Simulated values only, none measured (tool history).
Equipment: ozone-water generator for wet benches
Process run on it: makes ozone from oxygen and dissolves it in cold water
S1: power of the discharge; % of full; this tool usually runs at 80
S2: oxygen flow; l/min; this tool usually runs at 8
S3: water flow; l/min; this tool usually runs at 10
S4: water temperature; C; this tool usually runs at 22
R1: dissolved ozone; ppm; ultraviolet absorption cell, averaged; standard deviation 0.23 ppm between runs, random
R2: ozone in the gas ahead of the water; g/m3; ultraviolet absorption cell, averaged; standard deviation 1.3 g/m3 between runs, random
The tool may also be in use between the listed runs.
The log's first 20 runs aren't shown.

run	day	S1	S2	S3	S4	R1	R2
# day 79.804: water thermometer calibrated
21	83.646	43	5.23	7	21	23.1	147.5
22	87.979	43	5.23	7	21	22.8	147.1
23	90.929	68	8	13	19	23.5	180.3
24	94.675	68	8	13	19	23.6	179.2
25	98.292	68	5.49	13	19	23.7	207.5
26	102.642	91	8	6	16	47.9	227.8
27	105.321	86	8.64	7	26	32.2	208.6
# day 108.246: water thermometer calibrated, once more
28	108.529	80	7.96	14	22	23.8	204.4
29	111.992	43	7.22	11	18	18.2	127.3
30	117.633	47	10.27	6	28	18.7	118.3
31	123.342	80	8	9	22	30.5	202.3
32	128.25	92	7.6	9	22	33.7	230.6
33	132.512	92	7.6	9	22	33.7	231.5
34	138.446	43	5.22	9	23	18.7	143.5

What if the next run were any one of these 3? Each begins from the tool's condition after run 34:
A	144.167	80	7.37	16	14	?	?
B	144.167	99	9.85	9	20	?	?
C	144.167	43	5.22	6	24	?	?

run	R1	R2
A	25.2	207.8
B	35.4	218.7
C	22.9	144.1
Without the tool's hidden state the same runs would have given:
run	R1	R2
A	31	244.7
B	44.6	264.7
C	25.7	156.7
